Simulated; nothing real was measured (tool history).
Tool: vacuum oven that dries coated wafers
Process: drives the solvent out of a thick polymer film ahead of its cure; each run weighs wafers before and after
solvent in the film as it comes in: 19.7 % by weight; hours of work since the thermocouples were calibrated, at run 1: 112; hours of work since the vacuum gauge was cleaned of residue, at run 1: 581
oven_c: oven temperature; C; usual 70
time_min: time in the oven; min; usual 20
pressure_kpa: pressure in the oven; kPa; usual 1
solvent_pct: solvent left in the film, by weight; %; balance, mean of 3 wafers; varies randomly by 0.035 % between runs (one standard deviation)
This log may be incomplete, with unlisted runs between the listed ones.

run,hour,oven_c,time_min,pressure_kpa,hours of work since the thermocouples were calibrated,hours of work since the vacuum gauge was cleaned of residue,solvent_pct
1,0,70,20,1,112,581,1.29
2,56.8,70,20,1,146,615,1.33
3,132.2,70,20,1,191,661,1.32
4,224.1,70,20,1,247,716,1.36
5,283,70,20,1,282,752,1.29
6,388.8,72,20,1,346,815,1.01
7,519.6,72,20,1,425,894,1.01
8,578.9,70,20,1,461,930,1.35
9,637.4,70,20,1.46,496,965,1.42
10,717,70,20,1.46,544,1013,1.48
11,789,66,20,1,587,1057,2.17
12,912.6,66,20,1,662,1131,2.16
13,1015.2,66,20,1,724,1193,2.22
14,1148.2,70,26,2.88,804,1273,1.43
15,1227,65,22,1,851,1321,1.98
16,1338.5,68,26,1.27,919,1388,1.11
17,1463.5,68,26,1.27,994,1463,1.17
18,1576.4,68,26,1.27,1062,1531,1.11
19,1655,68,26,1.27,1109,1579,1.04
20,1722.7,68,26,2.98,1150,1619,1.67
21,1800.9,76,12,0.6,1197,1666,1.68
# hour 1838.9: oven's thermocouples calibrated
22,1936.9,76,16,0.81,59,1747,0.96
23,2024.1,70,33,1.28,112,1800,0.56

Predict each of these 4 candidate next runs independently; none follows another, all start after run 23:
A,2099.4,70,33,0.55,157,1845,?
B,2099.4,73,17,3.86,157,1845,?
C,2099.4,71,33,1.28,157,1845,?
D,2099.4,70,33,1.01,157,1845,?

run,solvent_pct
A,0.37
B,2.04
C,0.53
D,0.54
With the hidden condition removed and each run's random variation left untouched, the same runs would have given:
run,solvent_pct
A,0.36
B,2.04
C,0.53
D,0.53
